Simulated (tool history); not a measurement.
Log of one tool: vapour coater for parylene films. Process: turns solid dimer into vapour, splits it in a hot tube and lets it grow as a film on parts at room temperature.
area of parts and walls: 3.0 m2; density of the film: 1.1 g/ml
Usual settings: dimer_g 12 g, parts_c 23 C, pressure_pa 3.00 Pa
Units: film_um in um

run     day  dimer_g  parts_c  pressure_pa  film_um
  1   0.000       12       23         3.00     2.91
  2   1.217       12       23         3.00     2.92
  3   2.250       12       23         8.74     2.31
  4   3.371       12       31         8.74     1.78
  5   4.958       12       31         8.74     1.77
  6   6.838       12       31         8.74     1.83
  7   8.467       12       31         8.74     1.82
  8   9.971       12       31         8.74     1.76
  9  11.446       12       23         3.00     2.89
 10  13.146       11       23         8.23     2.07
 11  15.088        7       18         7.80     1.57
 12  16.362       10       21         2.06     2.71

Run 13 comes next. What will it give?
 13  17.946       18       27         2.06        ?

Run 13 gave film_um 4.19 um.
Without the tool's hidden state the same run would have given film_um 4.42 um.
